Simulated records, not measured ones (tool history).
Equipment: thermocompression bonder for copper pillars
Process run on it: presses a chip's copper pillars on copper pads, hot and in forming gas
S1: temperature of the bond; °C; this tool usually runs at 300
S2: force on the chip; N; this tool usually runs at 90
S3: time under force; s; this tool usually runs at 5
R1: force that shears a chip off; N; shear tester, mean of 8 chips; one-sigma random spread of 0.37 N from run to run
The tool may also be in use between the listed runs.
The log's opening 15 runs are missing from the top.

run	hour	S1	S2	S3	R1
16	108.6	320	90	5	62.4
17	114.2	320	90	5	63.1
18	123.4	300	90	3	45
19	129.7	300	90	5	52.7
# hour 133.9: force cell calibrated, once more
20	137.1	300	90	5	52.4
21	143.3	300	90	5	52.3
22	148.1	294	61	5	33.5
23	152	294	61	5	33.5
24	158.9	295	72	5	40.5
25	166.9	286	100	5	49.9
26	176.3	275	66	7	33.3
27	181.6	299	79	5	45.2
28	189.4	300	90	6	55.3
29	198.5	300	90	6	55.3
30	207.3	302	75	4	42.3
31	215.4	296	87	4	45.7
32	221.3	296	87	4	45.4
33	227.3	329	93	14	81.4
34	231.6	319	93	10	73.2
35	238.3	271	91	7	44.1
36	244.7	315	91	3	50.9
37	250.4	288	71	5	36.3
38	258.6	280	71	6	35.5
39	267.8	311	122	11	80.5

5 options for the next run, each taken on its own from the tool as it stands now. Forecast them:
A	276.4	300	131	5	?
B	276.4	328	58	12	?
C	276.4	323	59	6	?
D	276.4	282	90	5	?
E	276.4	271	59	3	?

run	R1
A	68.6
B	59.7
C	46.5
D	43.3
E	19.1
Stripped of hidden state, with their random variation kept, the same runs would have yielded:
run	R1
A	68
B	58.6
C	44.8
D	40.9
E	17.4
